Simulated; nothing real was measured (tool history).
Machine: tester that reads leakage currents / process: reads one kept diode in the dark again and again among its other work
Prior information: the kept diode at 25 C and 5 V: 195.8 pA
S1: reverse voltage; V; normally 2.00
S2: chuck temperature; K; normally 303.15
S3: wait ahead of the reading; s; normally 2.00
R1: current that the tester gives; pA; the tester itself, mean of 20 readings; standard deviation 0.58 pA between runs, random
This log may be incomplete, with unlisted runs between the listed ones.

| run | hour | S1 | S2 | S3 | R1 |
|---|---|---|---|---|---|
| 1 | 0.0 | 2.00 | 303.15 | 2.00 | 218.23 |
| 2 | 114.6 | 2.00 | 303.15 | 2.00 | 218.10 |
| 3 | 213.6 | 2.00 | 303.15 | 2.00 | 219.98 |
| 4 | 345.8 | 2.00 | 303.15 | 2.59 | 222.07 |
| 5 | 446.5 | 2.00 | 303.15 | 2.59 | 222.80 |
| 6 | 589.9 | 2.00 | 303.15 | 1.67 | 225.57 |
| 7 | 810.1 | 2.00 | 303.15 | 1.67 | 226.39 |
| 8 | 919.6 | 2.00 | 303.15 | 1.67 | 229.37 |
| 9 | 1113.0 | 2.00 | 303.15 | 2.20 | 231.69 |
| 10 | 1266.1 | 8.87 | 303.15 | 2.00 | 420.73 |
| 11 | 1466.9 | 2.00 | 303.15 | 2.00 | 197.31 |
| 12 | 1598.3 | 6.40 | 303.15 | 2.00 | 361.16 |
| 13 | 1780.7 | 2.00 | 303.15 | 2.00 | 200.19 |
| 14 | 1935.9 | 2.00 | 303.15 | 2.00 | 204.43 |
| 15 | 2118.9 | 2.00 | 303.15 | 2.00 | 204.79 |
| 16 | 2329.5 | 2.00 | 303.15 | 2.00 | 207.77 |
| 17 | 2522.0 | 2.00 | 303.15 | 2.00 | 209.41 |
| 18 | 2617.1 | 2.00 | 303.15 | 2.00 | 212.44 |
| 19 | 2841.1 | 13.98 | 310.15 | 0.78 | 1058.13 |
| 20 | 2935.5 | 2.77 | 308.15 | 5.94 | 389.32 |
| 21 | 3071.3 | 2.00 | 303.15 | 4.02 | 216.27 |
| 22 | 3274.6 | 1.10 | 294.15 | 2.00 | 72.28 |
| 23 | 3430.3 | 13.37 | 317.15 | 1.13 | 1886.92 |
| 24 | 3573.2 | 1.51 | 317.15 | 0.50 | 618.43 |
| 25 | 3794.7 | 2.00 | 303.15 | 5.73 | 226.70 |
| 26 | 3895.1 | 1.70 | 327.15 | 3.05 | 1441.46 |
| 27 | 4007.8 | 19.21 | 303.15 | 1.08 | 743.66 |
| 28 | 4099.5 | 2.67 | 324.15 | 0.76 | 1463.23 |
| 29 | 4287.1 | 2.00 | 326.15 | 5.25 | 1473.88 |
| 30 | 4435.2 | 10.60 | 312.15 | 2.00 | 1164.82 |
| 31 | 4587.1 | 10.60 | 312.15 | 2.00 | 1168.31 |
| 32 | 4770.2 | 2.45 | 293.15 | 2.00 | 87.10 |
| 33 | 4915.7 | 13.84 | 303.15 | 2.00 | 534.46 |
| 34 | 5052.8 | 2.07 | 303.15 | 1.39 | 201.66 |
| 35 | 5264.5 | 2.07 | 303.15 | 1.39 | 204.28 |

Missing from the log above: 4 entries noted between runs. For each, name the pair of listed runs it sits between and say how the tool's hidden condition differs from the listed run just before to the listed run just after:
Between runs 1 and 2: probe card cleaned and baked (hour 47.8)
  stray current of the dirty probe card, pA a volt: 1.008 -> 0.042; true chuck temperature over the reading, C: 1.37 -> 1.44
  measured result minus the result with no hidden state, R1: +26.87 -> +26.39 pA
Between runs 9 and 10: chuck's temperature calibrated (hour 1230.5)
  stray current of the dirty probe card, pA a volt: 0.295 -> 0.335; current scale over the true one, %: 0.3 -> 0.31; true chuck temperature over the reading, C: 2.1 -> 0.1
  measured result minus the result with no hidden state, R1: +39.92 -> +7.56 pA
Between runs 28 and 29: probe card cleaned and baked (hour 4122.8)
  stray current of the dirty probe card, pA a volt: 1.051 -> 0.069; current scale over the true one, %: 0.48 -> 0.5; true chuck temperature over the reading, C: 1.9 -> 2.01
  measured result minus the result with no hidden state, R1: +206.46 -> +214.48 pA
Between runs 31 and 32: chuck's temperature calibrated (hour 4712.7)
  stray current of the dirty probe card, pA a volt: 0.144 -> 0.185; current scale over the true one, %: 0.51 -> 0.53; true chuck temperature over the reading, C: 2.2 -> 0.1
  measured result minus the result with no hidden state, R1: +200.20 -> +1.66 pA

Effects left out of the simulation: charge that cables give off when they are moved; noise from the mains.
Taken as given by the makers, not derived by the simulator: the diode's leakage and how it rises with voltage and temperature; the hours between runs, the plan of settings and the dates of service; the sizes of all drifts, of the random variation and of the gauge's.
